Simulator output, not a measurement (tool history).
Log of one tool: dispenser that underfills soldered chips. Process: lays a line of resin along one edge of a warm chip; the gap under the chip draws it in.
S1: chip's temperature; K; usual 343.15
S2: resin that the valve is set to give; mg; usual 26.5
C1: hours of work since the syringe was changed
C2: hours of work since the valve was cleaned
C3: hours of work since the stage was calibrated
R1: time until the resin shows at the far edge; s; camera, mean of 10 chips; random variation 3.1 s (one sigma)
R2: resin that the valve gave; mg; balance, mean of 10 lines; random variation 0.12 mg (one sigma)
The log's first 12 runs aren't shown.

run	hour	S1	S2	C1	C2	C3	R1	R2
13	74.7	343.15	31.0	6	91	67	491.2	29.68
# hour 78.7: new syringe of resin
14	83.1	343.15	31.0	3	96	72	376.0	29.54
# hour 91.6: new syringe of resin
15	92.4	343.15	31.0	0	102	78	328.0	29.50
16	97.8	346.15	31.0	4	105	81	365.2	29.42
# hour 104.3: new syringe of resin
17	107.2	346.15	31.0	2	111	87	308.7	29.04
18	115.0	346.15	31.0	7	116	92	446.7	29.16
# hour 117.2: dispensing valve cleaned and set on the balance
# hour 118.2: new syringe of resin
19	121.4	352.15	30.2	2	3	96	230.5	30.02
20	127.0	352.15	30.2	6	6	99	307.0	30.14
# hour 131.0: new syringe of resin
21	134.0	348.15	27.0	2	11	104	291.2	26.88
22	139.0	348.15	27.0	5	14	107	372.9	26.73
# hour 144.1: new syringe of resin
23	148.3	356.15	26.0	3	20	113	206.9	25.69
24	153.8	356.15	26.0	6	23	116	273.4	25.57
# hour 156.7: new syringe of resin
25	162.5	356.15	26.0	4	29	122	223.5	25.67
# hour 169.7: new syringe of resin
26	170.0	331.15	26.5	0	33	126	636.4	26.06
27	174.0	355.15	26.7	3	36	129	219.7	26.07
28	179.0	355.15	26.7	6	39	132	279.1	26.15
# hour 182.7: new syringe of resin
29	185.9	355.15	26.7	2	43	137	206.5	26.06
30	193.6	358.15	23.5	7	48	142	273.4	23.01
# hour 195.4: new syringe of resin
31	198.5	330.15	23.6	2	51	145	802.4	22.91
32	203.4	338.15	22.5	5	55	148	674.4	21.99
# hour 208.1: new syringe of resin
33	212.7	342.15	34.3	3	60	154	413.6	33.35
34	216.7	332.15	34.3	6	63	156	869.9	33.10
# hour 221.0: new syringe of resin
35	225.4	352.15	31.6	3	69	162	249.4	30.42
# hour 233.6: new syringe of resin
36	234.7	352.15	31.6	1	74	167	208.8	30.35

Forecast each of these 3 alternatives for the next run:
A	240.6	353.15	30.8	5	78	171	?	?
B	240.6	352.15	30.7	5	78	171	?	?
C	240.6	344.15	24.0	5	78	171	?	?

run	R1	R2
A	270.0	29.39
B	290.5	29.34
C	450.9	22.83
Without the tool's hidden state the same runs would have given:
run	R1	R2
A	178.4	30.67
B	191.7	30.62
C	293.5	23.83
